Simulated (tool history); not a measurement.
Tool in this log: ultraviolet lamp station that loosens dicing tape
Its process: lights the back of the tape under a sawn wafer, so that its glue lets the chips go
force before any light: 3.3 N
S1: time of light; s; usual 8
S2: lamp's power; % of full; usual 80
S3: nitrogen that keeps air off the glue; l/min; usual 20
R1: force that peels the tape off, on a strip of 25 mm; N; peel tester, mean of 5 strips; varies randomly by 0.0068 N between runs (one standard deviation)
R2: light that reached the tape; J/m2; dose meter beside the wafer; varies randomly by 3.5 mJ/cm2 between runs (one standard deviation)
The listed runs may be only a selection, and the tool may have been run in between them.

run,hour,S1,S2,S3,R1,R2
1,0.0,8,80,20,0.251,5440
2,14.0,8,80,20,0.234,5470
3,22.8,8,80,20,0.234,5470
4,36.0,8,80,20,0.242,5400
5,47.2,8,80,20,0.250,5420
6,57.4,8,80,20,0.242,5350
7,71.0,10,80,20,0.206,6650
8,80.3,4,80,20,0.614,2680
9,90.8,4,80,20,0.634,2640
10,98.6,4,80,20,0.632,2660
# hour 100.4: window cleaned of glue's vapour
11,115.6,4,80,20,0.662,2590
12,126.2,11,80,20,0.201,7120
13,138.2,7,80,20,0.302,4560
14,149.4,7,80,20,0.306,4570
15,159.3,7,80,20,0.305,4530
16,173.4,7,80,20,0.306,4560
17,188.4,7,80,20,0.309,4490
# hour 190.3: window cleaned of glue's vapour, once more
18,201.3,8,80,20,0.252,5260
19,215.9,12,73,20,0.191,7190
20,227.8,5,93,16,0.432,3810
21,237.7,5,93,16,0.448,3770
22,248.0,8,90,17,0.251,5840
23,257.0,8,90,17,0.240,5790
24,268.5,4,80,36,0.478,2580
25,282.6,8,88,27,0.218,5630
26,295.9,6,80,33,0.300,3820
27,306.2,5,80,20,0.511,3170
28,321.7,5,80,20,0.493,3170

3 ways to go on from here, each from the tool as it stands after run 28. What would each give?
A,332.5,11,67,15,?,?
B,332.5,8,80,8,?,?
C,332.5,8,93,20,?,?

run,R1,R2
A,0.249,5780
B,0.452,5060
C,0.233,5870
With the hidden condition removed and each run's random variation left untouched, the same runs would have given:
run,R1,R2
A,0.221,6520
B,0.378,5710
C,0.214,6630

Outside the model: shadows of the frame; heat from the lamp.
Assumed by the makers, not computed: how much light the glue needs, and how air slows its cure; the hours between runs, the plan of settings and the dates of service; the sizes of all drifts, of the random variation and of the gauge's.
